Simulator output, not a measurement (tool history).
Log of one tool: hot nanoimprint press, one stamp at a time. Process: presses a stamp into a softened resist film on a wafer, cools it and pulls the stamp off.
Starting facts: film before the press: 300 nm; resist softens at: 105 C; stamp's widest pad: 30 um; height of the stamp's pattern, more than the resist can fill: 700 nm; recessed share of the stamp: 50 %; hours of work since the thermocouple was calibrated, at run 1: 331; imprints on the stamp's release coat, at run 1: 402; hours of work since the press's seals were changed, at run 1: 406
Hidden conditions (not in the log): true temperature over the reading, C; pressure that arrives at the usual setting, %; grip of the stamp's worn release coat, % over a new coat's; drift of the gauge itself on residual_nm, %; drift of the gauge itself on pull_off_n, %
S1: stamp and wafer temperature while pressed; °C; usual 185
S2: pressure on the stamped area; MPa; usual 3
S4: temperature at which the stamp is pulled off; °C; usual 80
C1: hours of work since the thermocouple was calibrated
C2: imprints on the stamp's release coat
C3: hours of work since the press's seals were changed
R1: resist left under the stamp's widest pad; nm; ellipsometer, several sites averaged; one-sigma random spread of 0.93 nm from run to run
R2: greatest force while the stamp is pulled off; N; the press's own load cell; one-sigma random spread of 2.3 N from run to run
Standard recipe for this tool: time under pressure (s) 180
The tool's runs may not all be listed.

run 1 hour=0 | S1=185 S2=3 time_under_pressure_(s)=180 S4=80 | C1=331 C2=402 C3=406 | R1=164.1 R2=118
run 2 hour=19.5 | S1=185 S2=3 time_under_pressure_(s)=180 S4=80 | C1=340 C2=428 C3=415 | R1=163.2 R2=116
run 3 hour=54.9 | S1=185 S2=3 time_under_pressure_(s)=180 S4=80 | C1=356 C2=476 C3=431 | R1=164.4 R2=118
run 4 hour=90.5 | S1=185 S2=3 time_under_pressure_(s)=180 S4=80 | C1=371 C2=524 C3=446 | R1=162.2 R2=117
run 5 hour=125.3 | S1=185 S2=3 time_under_pressure_(s)=96 S4=80 | C1=387 C2=571 C3=462 | R1=197.7 R2=115
run 6 hour=150.4 | S1=184 S2=3 time_under_pressure_(s)=180 S4=80 | C1=398 C2=605 C3=473 | R1=170 R2=116
run 7 hour=173.2 | S1=184 S2=2.72 time_under_pressure_(s)=339 S4=72 | C1=408 C2=636 C3=483 | R1=146.3 R2=140
run 8 hour=196.2 | S1=196 S2=3 time_under_pressure_(s)=180 S4=80 | C1=418 C2=667 C3=493 | R1=115.2 R2=122
run 9 hour=226.9 | S1=196 S2=3.41 time_under_pressure_(s)=180 S4=80 | C1=431 C2=709 C3=506 | R1=109.5 R2=125
run 10 hour=245.1 | S1=185 S2=3.37 time_under_pressure_(s)=145 S4=85 | C1=439 C2=733 C3=514 | R1=166.5 R2=112

Forecast each of these 4 alternatives for the next run:
-- hour=269 stamp cleaned and given a new release coat
run A hour=269 | S1=185 S2=3 time_under_pressure_(s)=111 S4=74 | C1=447 C2=0 C3=522 | R1=? R2=?
-- hour=269 stamp cleaned and given a new release coat
run B hour=269 | S1=177 S2=3.37 time_under_pressure_(s)=145 S4=67 | C1=447 C2=0 C3=522 | R1=? R2=?
-- hour=269 stamp cleaned and given a new release coat
run C hour=269 | S1=188 S2=3 time_under_pressure_(s)=195 S4=78 | C1=447 C2=0 C3=522 | R1=? R2=?
-- hour=269 stamp cleaned and given a new release coat
run D hour=269 | S1=173 S2=3.37 time_under_pressure_(s)=145 S4=85 | C1=447 C2=0 C3=522 | R1=? R2=?

run=A R1=191.5 R2=121
run=B R1=209.8 R2=127
run=C R1=145.8 R2=109
run=D R1=234 R2=98
What these runs would have given with no unlogged condition in the tool:
run=A R1=184.6 R2=119
run=B R1=202.2 R2=125
run=C R1=139.7 R2=108
run=D R1=226.8 R2=96

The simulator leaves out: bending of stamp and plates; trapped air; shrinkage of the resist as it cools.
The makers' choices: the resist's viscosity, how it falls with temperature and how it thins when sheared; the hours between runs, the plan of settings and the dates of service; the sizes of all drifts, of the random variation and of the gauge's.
